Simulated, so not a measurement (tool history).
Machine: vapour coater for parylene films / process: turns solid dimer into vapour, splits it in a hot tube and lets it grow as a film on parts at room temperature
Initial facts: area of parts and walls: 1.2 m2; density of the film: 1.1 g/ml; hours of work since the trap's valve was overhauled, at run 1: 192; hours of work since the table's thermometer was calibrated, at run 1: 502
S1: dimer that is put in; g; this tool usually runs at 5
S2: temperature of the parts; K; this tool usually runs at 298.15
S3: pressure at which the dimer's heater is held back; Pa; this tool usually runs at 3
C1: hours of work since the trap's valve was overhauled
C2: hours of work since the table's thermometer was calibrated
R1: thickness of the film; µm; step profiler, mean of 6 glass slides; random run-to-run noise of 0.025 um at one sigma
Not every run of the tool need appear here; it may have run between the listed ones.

run,hour,S1,S2,S3,C1,C2,R1
1,0,5,298.15,3,192,502,2.45
2,10.3,5,298.15,3,199,508,2.41
3,25.1,5,298.15,3,209,518,2.37
4,43.3,2,298.15,3,221,530,0.96
5,60.4,5,290.15,3,232,541,3.18
6,78.7,5,290.15,3,244,553,3.2
7,92.8,2,298.15,3,254,563,0.96
8,101.9,5,298.15,7.75,260,569,2.25
9,119,2,298.15,5.06,271,580,0.89
# hour 125.1: trap's valve overhauled
10,132.5,2,298.15,5.06,5,586,1.01
11,152.6,5,291.15,2.1,18,599,3.39
12,172,4,292.15,2.74,31,612,2.55
13,189.8,4,292.15,2.74,43,624,2.57

Here are 5 independent what-if runs from the current tool condition. What would each one return?
A,208.6,5,308.15,3,55,636,?
B,208.6,8,306.15,2.53,55,636,?
C,208.6,6,295.15,5.48,55,636,?
D,208.6,7,304.15,9.86,55,636,?
E,208.6,2,293.15,2.03,55,636,?

run,R1
A,1.76
B,3.06
C,3.21
D,2.63
E,1.25
Without the tool's hidden state the same runs would have given:
run,R1
A,1.84
B,3.19
C,3.35
D,2.74
E,1.3

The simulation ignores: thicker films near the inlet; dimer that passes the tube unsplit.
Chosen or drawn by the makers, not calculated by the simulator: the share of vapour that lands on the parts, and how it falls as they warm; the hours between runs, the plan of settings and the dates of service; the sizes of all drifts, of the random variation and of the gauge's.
